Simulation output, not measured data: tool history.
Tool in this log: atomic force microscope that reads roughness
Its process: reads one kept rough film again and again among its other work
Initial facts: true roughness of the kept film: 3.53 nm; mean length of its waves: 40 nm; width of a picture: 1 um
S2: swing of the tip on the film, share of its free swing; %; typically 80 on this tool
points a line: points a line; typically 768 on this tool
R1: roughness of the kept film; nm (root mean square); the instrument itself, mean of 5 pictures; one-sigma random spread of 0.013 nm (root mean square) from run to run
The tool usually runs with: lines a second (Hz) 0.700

{"run": 1, "hour": 0.0, "lines a second (Hz)": 0.7, "S2": 80, "points a line": 768, "R1": 2.808}
{"run": 2, "hour": 9.2, "lines a second (Hz)": 0.7, "S2": 80, "points a line": 768, "R1": 2.792}
{"run": 3, "hour": 18.4, "lines a second (Hz)": 0.7, "S2": 80, "points a line": 768, "R1": 2.748}
{"run": 4, "hour": 26.2, "lines a second (Hz)": 0.7, "S2": 80, "points a line": 768, "R1": 2.701}
{"run": 5, "hour": 34.9, "lines a second (Hz)": 0.7, "S2": 80, "points a line": 768, "R1": 2.67}
{"run": 6, "hour": 39.8, "lines a second (Hz)": 0.7, "S2": 80, "points a line": 768, "R1": 2.67}
{"run": 7, "hour": 47.9, "lines a second (Hz)": 0.7, "S2": 80, "points a line": 768, "R1": 2.624}
{"hour": 52.1, "done": "new tip fitted"}
{"run": 8, "hour": 56.6, "lines a second (Hz)": 0.7, "S2": 80, "points a line": 768, "R1": 2.984}
{"run": 9, "hour": 64.9, "lines a second (Hz)": 0.7, "S2": 80, "points a line": 768, "R1": 2.923}
{"run": 10, "hour": 69.8, "lines a second (Hz)": 0.7, "S2": 80, "points a line": 768, "R1": 2.907}
{"run": 11, "hour": 78.5, "lines a second (Hz)": 0.7, "S2": 80, "points a line": 768, "R1": 2.885}
{"run": 12, "hour": 84.4, "lines a second (Hz)": 0.662, "S2": 80, "points a line": 768, "R1": 2.878}
{"run": 13, "hour": 89.1, "lines a second (Hz)": 0.662, "S2": 80, "points a line": 768, "R1": 2.854}
{"run": 14, "hour": 98.3, "lines a second (Hz)": 0.7, "S2": 80, "points a line": 272, "R1": 2.802}
{"run": 15, "hour": 105.9, "lines a second (Hz)": 0.7, "S2": 86, "points a line": 768, "R1": 2.71}
{"run": 16, "hour": 114.0, "lines a second (Hz)": 0.7, "S2": 86, "points a line": 768, "R1": 2.698}
{"run": 17, "hour": 123.0, "lines a second (Hz)": 0.7, "S2": 86, "points a line": 768, "R1": 2.655}
{"run": 18, "hour": 130.9, "lines a second (Hz)": 0.7, "S2": 86, "points a line": 768, "R1": 2.64}
{"run": 19, "hour": 140.2, "lines a second (Hz)": 0.7, "S2": 80, "points a line": 768, "R1": 2.66}
{"run": 20, "hour": 146.3, "lines a second (Hz)": 0.7, "S2": 80, "points a line": 768, "R1": 2.652}
{"run": 21, "hour": 152.4, "lines a second (Hz)": 0.7, "S2": 80, "points a line": 768, "R1": 2.635}
{"hour": 153.6, "done": "new tip fitted"}
{"run": 22, "hour": 159.4, "lines a second (Hz)": 0.7, "S2": 80, "points a line": 768, "R1": 2.964}
{"run": 23, "hour": 165.6, "lines a second (Hz)": 0.7, "S2": 80, "points a line": 768, "R1": 2.933}
{"run": 24, "hour": 174.5, "lines a second (Hz)": 0.7, "S2": 80, "points a line": 768, "R1": 2.91}
{"run": 25, "hour": 178.6, "lines a second (Hz)": 0.7, "S2": 80, "points a line": 768, "R1": 2.892}
{"run": 26, "hour": 186.0, "lines a second (Hz)": 0.7, "S2": 80, "points a line": 543, "R1": 2.859}
{"run": 27, "hour": 195.1, "lines a second (Hz)": 3.995, "S2": 80, "points a line": 543, "R1": 2.116}
{"run": 28, "hour": 204.1, "lines a second (Hz)": 3.995, "S2": 80, "points a line": 543, "R1": 2.078}
{"run": 29, "hour": 213.5, "lines a second (Hz)": 0.932, "S2": 80, "points a line": 773, "R1": 2.696}
{"run": 30, "hour": 223.3, "lines a second (Hz)": 0.932, "S2": 80, "points a line": 773, "R1": 2.666}
{"run": 31, "hour": 229.9, "lines a second (Hz)": 0.932, "S2": 80, "points a line": 773, "R1": 2.636}
{"run": 32, "hour": 234.9, "lines a second (Hz)": 1.468, "S2": 65, "points a line": 698, "R1": 2.712}
{"run": 33, "hour": 239.1, "lines a second (Hz)": 0.941, "S2": 67, "points a line": 346, "R1": 2.745}
{"run": 34, "hour": 246.3, "lines a second (Hz)": 0.941, "S2": 67, "points a line": 346, "R1": 2.743}
{"hour": 254.4, "done": "new tip fitted"}
{"run": 35, "hour": 254.9, "lines a second (Hz)": 0.514, "S2": 73, "points a line": 354, "R1": 3.078}
{"run": 36, "hour": 262.1, "lines a second (Hz)": 0.908, "S2": 75, "points a line": 944, "R1": 2.977}
{"run": 37, "hour": 270.9, "lines a second (Hz)": 0.853, "S2": 75, "points a line": 355, "R1": 2.933}
{"run": 38, "hour": 277.4, "lines a second (Hz)": 0.648, "S2": 79, "points a line": 701, "R1": 2.917}
{"run": 39, "hour": 283.2, "lines a second (Hz)": 1.196, "S2": 69, "points a line": 261, "R1": 2.855}
{"run": 40, "hour": 292.1, "lines a second (Hz)": 0.695, "S2": 63, "points a line": 261, "R1": 2.94}
{"run": 41, "hour": 300.3, "lines a second (Hz)": 0.7, "S2": 56, "points a line": 481, "R1": 2.969}
{"run": 42, "hour": 305.6, "lines a second (Hz)": 1.242, "S2": 80, "points a line": 796, "R1": 2.643}
{"run": 43, "hour": 313.7, "lines a second (Hz)": 0.7, "S2": 80, "points a line": 505, "R1": 2.764}
{"run": 44, "hour": 317.7, "lines a second (Hz)": 0.7, "S2": 86, "points a line": 567, "R1": 2.673}
{"run": 45, "hour": 323.1, "lines a second (Hz)": 1.094, "S2": 80, "points a line": 768, "R1": 2.63}
{"run": 46, "hour": 329.0, "lines a second (Hz)": 0.765, "S2": 80, "points a line": 784, "R1": 2.706}
{"run": 47, "hour": 338.2, "lines a second (Hz)": 3.743, "S2": 70, "points a line": 784, "R1": 2.315}
{"run": 48, "hour": 345.0, "lines a second (Hz)": 3.67, "S2": 60, "points a line": 498, "R1": 2.53}
{"run": 49, "hour": 354.7, "lines a second (Hz)": 1.237, "S2": 60, "points a line": 408, "R1": 2.705}
{"hour": 356.0, "done": "new tip fitted"}
{"run": 50, "hour": 362.0, "lines a second (Hz)": 1.419, "S2": 60, "points a line": 875, "R1": 3.05}
{"run": 51, "hour": 369.0, "lines a second (Hz)": 0.825, "S2": 69, "points a line": 768, "R1": 2.991}
{"run": 52, "hour": 376.9, "lines a second (Hz)": 1.822, "S2": 69, "points a line": 645, "R1": 2.8}
{"run": 53, "hour": 385.6, "lines a second (Hz)": 0.577, "S2": 87, "points a line": 257, "R1": 2.82}
{"run": 54, "hour": 392.2, "lines a second (Hz)": 1.553, "S2": 87, "points a line": 397, "R1": 2.454}

Alternative continuations, all from the tool just after run 54; predict every row:
{"run": "A", "hour": 397.8, "lines a second (Hz)": 2.994, "S2": 60, "points a line": 856, "R1": "?"}
{"run": "B", "hour": 397.8, "lines a second (Hz)": 2.528, "S2": 80, "points a line": 421, "R1": "?"}
{"run": "C", "hour": 397.8, "lines a second (Hz)": 0.789, "S2": 87, "points a line": 606, "R1": "?"}

run=A R1=2.765
run=B R1=2.375
run=C R1=2.692
Had the tool no hidden state, the same runs would have come out as:
run=A R1=2.933
run=B R1=2.519
run=C R1=2.856
